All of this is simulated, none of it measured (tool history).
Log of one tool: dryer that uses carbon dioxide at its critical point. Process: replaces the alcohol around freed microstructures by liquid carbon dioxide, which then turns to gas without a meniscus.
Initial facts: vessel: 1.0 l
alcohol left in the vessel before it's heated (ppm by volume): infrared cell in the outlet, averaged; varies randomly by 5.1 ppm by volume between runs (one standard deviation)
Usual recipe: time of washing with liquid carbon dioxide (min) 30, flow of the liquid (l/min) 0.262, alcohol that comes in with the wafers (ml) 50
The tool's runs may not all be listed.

| run | hour | time of washing with liquid carbon dioxide (min) | flow of the liquid (l/min) | alcohol that comes in with the wafers (ml) | alcohol left in the vessel before it's heated (ppm by volume) |
|---|---|---|---|---|---|
| 1 | 0.0 | 30 | 0.262 | 50 | 95 |
| 2 | 11.3 | 30 | 0.262 | 50 | 105 |
| 3 | 16.6 | 30 | 0.262 | 50 | 102 |
| 4 | 27.1 | 30 | 0.262 | 50 | 96 |
| 5 | 32.6 | 30 | 0.192 | 50 | 498 |
| 6 | 43.9 | 30 | 0.262 | 50 | 100 |
| 7 | 49.0 | 30 | 0.393 | 50 | 16 |
| 8 | 57.1 | 30 | 0.393 | 50 | 21 |
| 9 | 68.4 | 37 | 0.262 | 32 | 23 |
| 10 | 78.0 | 37 | 0.262 | 32 | 23 |
| 11 | 86.4 | 22 | 0.272 | 33 | 285 |
| 12 | 91.5 | 22 | 0.272 | 33 | 288 |

Run 13, settings as shown, results not yet in. Your forecast:
| 13 | 98.7 | 47 | 0.208 | 37 | ? |

{"run 13": {"alcohol left in the vessel before it's heated (ppm by volume)": 22}}
With no hidden state in the tool, this same run would have given alcohol left in the vessel before it's heated (ppm by volume) 7.
